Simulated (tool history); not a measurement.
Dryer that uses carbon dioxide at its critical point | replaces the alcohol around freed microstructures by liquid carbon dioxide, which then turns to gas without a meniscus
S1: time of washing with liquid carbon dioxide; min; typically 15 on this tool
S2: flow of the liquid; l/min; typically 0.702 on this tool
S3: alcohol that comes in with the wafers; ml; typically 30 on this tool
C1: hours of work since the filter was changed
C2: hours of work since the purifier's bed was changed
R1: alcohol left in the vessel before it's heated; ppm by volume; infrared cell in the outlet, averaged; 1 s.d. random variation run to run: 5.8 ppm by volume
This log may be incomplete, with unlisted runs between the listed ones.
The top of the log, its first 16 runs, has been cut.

{"run": 17, "day": 15.483, "S1": 11, "S2": 1.089, "S3": 42, "C1": 143, "C2": 660, "R1": 274}
{"run": 18, "day": 16.817, "S1": 12, "S2": 1.084, "S3": 42, "C1": 157, "C2": 675, "R1": 203}
{"run": 19, "day": 18.208, "S1": 11, "S2": 1.076, "S3": 87, "C1": 172, "C2": 690, "R1": 475}
{"run": 20, "day": 18.908, "S1": 13, "S2": 0.597, "S3": 42, "C1": 180, "C2": 697, "R1": 1026}
{"run": 21, "day": 20.121, "S1": 14, "S2": 0.596, "S3": 27, "C1": 193, "C2": 710, "R1": 582}
{"run": 22, "day": 21.092, "S1": 14, "S2": 0.702, "S3": 46, "C1": 203, "C2": 721, "R1": 537}
{"run": 23, "day": 21.671, "S1": 14, "S2": 0.702, "S3": 46, "C1": 209, "C2": 727, "R1": 582}
{"run": 24, "day": 23.062, "S1": 14, "S2": 0.702, "S3": 46, "C1": 224, "C2": 742, "R1": 581}
{"run": 25, "day": 23.988, "S1": 16, "S2": 1.051, "S3": 30, "C1": 234, "C2": 752, "R1": 119}
{"run": 26, "day": 24.942, "S1": 20, "S2": 0.537, "S3": 30, "C1": 245, "C2": 762, "R1": 307}
{"run": 27, "day": 26.3, "S1": 17, "S2": 0.991, "S3": 30, "C1": 259, "C2": 777, "R1": 110}

Forecast run 28:
{"run": 28, "day": 27.379, "S1": 15, "S2": 0.66, "S3": 20, "C1": 271, "C2": 789, "R1": "?"}

{"run 28": {"R1": 317}}
The same run, on a tool lacking any hidden state, would have yielded R1 168 ppm by volume.
